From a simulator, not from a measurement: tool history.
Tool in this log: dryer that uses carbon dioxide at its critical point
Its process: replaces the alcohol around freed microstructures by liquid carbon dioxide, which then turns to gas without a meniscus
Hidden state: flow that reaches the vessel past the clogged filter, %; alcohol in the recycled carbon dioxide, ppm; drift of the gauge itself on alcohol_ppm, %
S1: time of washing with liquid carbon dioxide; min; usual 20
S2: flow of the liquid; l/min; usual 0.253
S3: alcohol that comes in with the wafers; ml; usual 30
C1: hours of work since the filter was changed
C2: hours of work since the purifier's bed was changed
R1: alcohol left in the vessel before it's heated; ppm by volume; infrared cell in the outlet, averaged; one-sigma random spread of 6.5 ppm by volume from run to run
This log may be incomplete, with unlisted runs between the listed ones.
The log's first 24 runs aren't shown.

At hour 535: inlet filter changed.
Run 25, hour 562.3: usual settings but S1 22 min, S2 0.237 l/min; C1 17; C2 706. Result: R1 412 ppm by volume.
Run 26, hour 587.5: usual settings but S1 19 min; C1 33; C2 722. Result: R1 548 ppm by volume.
Run 27, hour 613.6: usual settings but S2 0.296 l/min; C1 49; C2 738. Result: R1 306 ppm by volume.
Run 28, hour 628.7: usual settings but S2 0.248 l/min, S3 23 ml; C1 59; C2 748. Result: R1 440 ppm by volume.
Run 29, hour 656: usual settings but S1 13 min, S2 0.289 l/min, S3 41 ml; C1 76; C2 765. Result: R1 1453 ppm by volume.
Run 30, hour 668.6: usual settings but S1 22 min, S2 0.154 l/min, S3 36 ml; C1 84; C2 773. Result: R1 2011 ppm by volume.
Run 31, hour 698: usual settings but S1 22 min, S2 0.154 l/min, S3 36 ml; C1 102; C2 791. Result: R1 2060 ppm by volume.
Run 32, hour 715.1: usual settings but S1 13 min, S2 0.167 l/min, S3 107 ml; C1 113; C2 802. Result: R1 15782 ppm by volume.
Run 33, hour 728.2: usual settings but S1 13 min, S2 0.167 l/min, S3 107 ml; C1 121; C2 810. Result: R1 16116 ppm by volume.
Run 34, hour 751.9: usual settings but S1 13 min, S2 0.326 l/min, S3 50 ml; C1 136; C2 825. Result: R1 1231 ppm by volume.
Run 35, hour 774.2: usual settings but S1 15 min, S2 0.298 l/min, S3 58 ml; C1 150; C2 839. Result: R1 1196 ppm by volume.
Run 36, hour 799.3: usual settings but S2 0.159 l/min; C1 166; C2 855. Result: R1 2074 ppm by volume.
Run 37, hour 812.4: usual settings but S1 25 min; C1 174; C2 863. Result: R1 326 ppm by volume.
Run 38, hour 832: usual settings but S1 25 min; C1 186; C2 875. Result: R1 333 ppm by volume.
Run 39, hour 848.6: usual settings but S1 17 min, S2 0.277 l/min, S3 105 ml; C1 197; C2 886. Result: R1 1712 ppm by volume.
Run 40, hour 873.5: usual settings but S1 17 min, S2 0.277 l/min, S3 105 ml; C1 212; C2 901. Result: R1 1698 ppm by volume.
Run 41, hour 899.9: usual settings but S1 31 min, S2 0.356 l/min, S3 63 ml; C1 229; C2 918. Result: R1 232 ppm by volume.
Run 42, hour 919.9: usual settings but S1 19 min, S2 0.285 l/min; C1 241; C2 931. Result: R1 452 ppm by volume.
Run 43, hour 949.4: usual settings but S1 19 min, S2 0.285 l/min; C1 260; C2 949. Result: R1 484 ppm by volume.
Run 44, hour 962.1: usual settings but S2 0.287 l/min, S3 28 ml; C1 268; C2 957. Result: R1 401 ppm by volume.
Run 45, hour 975.9: usual settings but S1 25 min, S2 0.369 l/min; C1 276; C2 966. Result: R1 251 ppm by volume.
Run 46, hour 1002.4: usual settings but S1 25 min, S2 0.369 l/min; C1 293; C2 982. Result: R1 261 ppm by volume.

What if the next run were any one of these 4? Each begins from the tool's condition after run 46:
Run A, hour 1016.6: usual settings but S1 13 min, S2 0.189 l/min, S3 78 ml; C1 302; C2 991. Result: R1 ?.
Run B, hour 1016.6: usual settings but S1 30 min; C1 302; C2 991. Result: R1 ?.
Run C, hour 1016.6: usual settings but S1 14 min, S2 0.369 l/min; C1 302; C2 991. Result: R1 ?.
Run D, hour 1016.6: usual settings but S1 17 min, S2 0.162 l/min; C1 302; C2 991. Result: R1 ?.

run    R1
  A  9432
  B   300
  C   539
  D  3153
Without the tool's hidden state the same runs would have given:
run    R1
  A  8283
  B    41
  C   228
  D  2584
